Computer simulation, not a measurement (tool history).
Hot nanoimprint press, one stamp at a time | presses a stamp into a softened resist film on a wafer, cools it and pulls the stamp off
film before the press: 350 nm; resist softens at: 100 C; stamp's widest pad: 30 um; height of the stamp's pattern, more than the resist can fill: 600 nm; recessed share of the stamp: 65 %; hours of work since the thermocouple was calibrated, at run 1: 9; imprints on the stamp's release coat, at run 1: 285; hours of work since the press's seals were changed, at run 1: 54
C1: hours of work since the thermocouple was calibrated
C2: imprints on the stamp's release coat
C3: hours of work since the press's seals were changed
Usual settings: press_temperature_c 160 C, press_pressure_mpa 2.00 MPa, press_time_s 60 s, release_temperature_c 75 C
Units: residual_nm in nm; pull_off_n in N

run 1 day=0.000 | press_temperature_c=160 press_pressure_mpa=2.00 press_time_s=60 release_temperature_c=75 | C1=9 C2=285 C3=54 | residual_nm=125.4 pull_off_n=227
run 2 day=0.296 | press_temperature_c=152 press_pressure_mpa=2.00 press_time_s=60 release_temperature_c=75 | C1=13 C2=302 C3=59 | residual_nm=187.9 pull_off_n=226
run 3 day=0.558 | press_temperature_c=152 press_pressure_mpa=2.00 press_time_s=60 release_temperature_c=75 | C1=17 C2=317 C3=63 | residual_nm=187.5 pull_off_n=227
run 4 day=0.812 | press_temperature_c=152 press_pressure_mpa=2.00 press_time_s=60 release_temperature_c=75 | C1=21 C2=332 C3=67 | residual_nm=187.5 pull_off_n=222
run 5 day=1.300 | press_temperature_c=152 press_pressure_mpa=2.00 press_time_s=60 release_temperature_c=75 | C1=29 C2=360 C3=74 | residual_nm=188.7 pull_off_n=237
run 6 day=1.762 | press_temperature_c=160 press_pressure_mpa=2.00 press_time_s=60 release_temperature_c=75 | C1=36 C2=387 C3=81 | residual_nm=128.0 pull_off_n=235
run 7 day=2.108 | press_temperature_c=160 press_pressure_mpa=2.00 press_time_s=60 release_temperature_c=72 | C1=41 C2=407 C3=87 | residual_nm=125.7 pull_off_n=251
run 8 day=2.412 | press_temperature_c=160 press_pressure_mpa=2.00 press_time_s=60 release_temperature_c=72 | C1=46 C2=424 C3=91 | residual_nm=127.7 pull_off_n=252
run 9 day=2.800 | press_temperature_c=160 press_pressure_mpa=2.00 press_time_s=60 release_temperature_c=72 | C1=52 C2=447 C3=97 | residual_nm=125.7 pull_off_n=254
run 10 day=3.054 | press_temperature_c=160 press_pressure_mpa=2.00 press_time_s=60 release_temperature_c=75 | C1=56 C2=461 C3=101 | residual_nm=127.9 pull_off_n=234
run 11 day=3.467 | press_temperature_c=160 press_pressure_mpa=2.00 press_time_s=60 release_temperature_c=75 | C1=62 C2=485 C3=108 | residual_nm=126.9 pull_off_n=235
run 12 day=3.867 | press_temperature_c=160 press_pressure_mpa=2.00 press_time_s=60 release_temperature_c=75 | C1=68 C2=508 C3=114 | residual_nm=126.4 pull_off_n=232
run 13 day=4.112 | press_temperature_c=160 press_pressure_mpa=2.00 press_time_s=60 release_temperature_c=75 | C1=72 C2=522 C3=118 | residual_nm=128.5 pull_off_n=251
run 14 day=4.512 | press_temperature_c=160 press_pressure_mpa=2.00 press_time_s=60 release_temperature_c=75 | C1=78 C2=545 C3=124 | residual_nm=127.7 pull_off_n=245
run 15 day=4.954 | press_temperature_c=160 press_pressure_mpa=2.00 press_time_s=60 release_temperature_c=75 | C1=85 C2=571 C3=131 | residual_nm=129.9 pull_off_n=255
run 16 day=5.229 | press_temperature_c=152 press_pressure_mpa=2.95 press_time_s=60 release_temperature_c=75 | C1=89 C2=587 C3=135 | residual_nm=161.2 pull_off_n=246
run 17 day=5.508 | press_temperature_c=152 press_pressure_mpa=2.54 press_time_s=60 release_temperature_c=75 | C1=93 C2=603 C3=139 | residual_nm=172.3 pull_off_n=254
run 18 day=5.808 | press_temperature_c=152 press_pressure_mpa=2.62 press_time_s=67 release_temperature_c=75 | C1=98 C2=620 C3=144 | residual_nm=162.9 pull_off_n=258
run 19 day=6.075 | press_temperature_c=152 press_pressure_mpa=2.62 press_time_s=67 release_temperature_c=75 | C1=102 C2=635 C3=148 | residual_nm=164.1 pull_off_n=251
run 20 day=6.300 | press_temperature_c=152 press_pressure_mpa=2.62 press_time_s=67 release_temperature_c=75 | C1=106 C2=649 C3=151 | residual_nm=165.9 pull_off_n=260
run 21 day=6.638 | press_temperature_c=152 press_pressure_mpa=2.62 press_time_s=67 release_temperature_c=75 | C1=111 C2=668 C3=156 | residual_nm=164.6 pull_off_n=267
run 22 day=7.112 | press_temperature_c=171 press_pressure_mpa=2.62 press_time_s=46 release_temperature_c=79 | C1=118 C2=695 C3=164 | residual_nm=73.0 pull_off_n=244
run 23 day=7.608 | press_temperature_c=171 press_pressure_mpa=2.62 press_time_s=46 release_temperature_c=79 | C1=126 C2=724 C3=171 | residual_nm=73.7 pull_off_n=242
run 24 day=7.950 | press_temperature_c=158 press_pressure_mpa=1.69 press_time_s=46 release_temperature_c=65 | C1=131 C2=744 C3=177 | residual_nm=170.0 pull_off_n=322
run 25 day=8.304 | press_temperature_c=160 press_pressure_mpa=2.00 press_time_s=60 release_temperature_c=62 | C1=136 C2=764 C3=182 | residual_nm=129.1 pull_off_n=345
run 26 day=8.583 | press_temperature_c=160 press_pressure_mpa=2.00 press_time_s=60 release_temperature_c=62 | C1=141 C2=780 C3=186 | residual_nm=129.1 pull_off_n=340
run 27 day=8.796 | press_temperature_c=156 press_pressure_mpa=2.44 press_time_s=49 release_temperature_c=75 | C1=144 C2=792 C3=190 | residual_nm=155.2 pull_off_n=268
-- day=9.292 stamp cleaned and given a new release coat
run 28 day=9.521 | press_temperature_c=156 press_pressure_mpa=1.36 press_time_s=49 release_temperature_c=75 | C1=151 C2=13 C3=197 | residual_nm=197.1 pull_off_n=205
run 29 day=9.921 | press_temperature_c=160 press_pressure_mpa=1.48 press_time_s=90 release_temperature_c=75 | C1=157 C2=36 C3=203 | residual_nm=127.8 pull_off_n=211
run 30 day=10.175 | press_temperature_c=157 press_pressure_mpa=1.48 press_time_s=52 release_temperature_c=78 | C1=161 C2=50 C3=207 | residual_nm=181.7 pull_off_n=194

Hidden state or all else? Some run-to-run changes of residual_nm, split into what the settings, what came in and random variation would give without the hidden state, and what is left for the hidden state (with any gauge scatter that isn't in both results):
The hidden state here: true temperature over the reading, C; pressure that arrives at the usual setting, %; grip of the stamp's worn release coat, % over a new coat's; drift of the gauge itself on residual_nm, %; drift of the gauge itself on pull_off_n, %.
Run 21 -> 22: press_temperature_c 152 -> 171, press_time_s 67 -> 46, release_temperature_c 75 -> 79. residual_nm -91.6 nm: hidden state -1.7, all else -89.9.
Run 23 -> 24: press_temperature_c 171 -> 158, press_pressure_mpa 2.62 -> 1.69, release_temperature_c 79 -> 65. residual_nm +96.3 nm: hidden state +1.8, all else +94.5.
Run 26 -> 27: press_temperature_c 160 -> 156, press_pressure_mpa 2.00 -> 2.44, press_time_s 60 -> 49, release_temperature_c 62 -> 75. residual_nm +26.1 nm: hidden state +1.0, all else +25.1.
Run 28 -> 29: press_temperature_c 156 -> 160, press_pressure_mpa 1.36 -> 1.48, press_time_s 49 -> 90. residual_nm -69.3 nm: hidden state -0.8, all else -68.5.
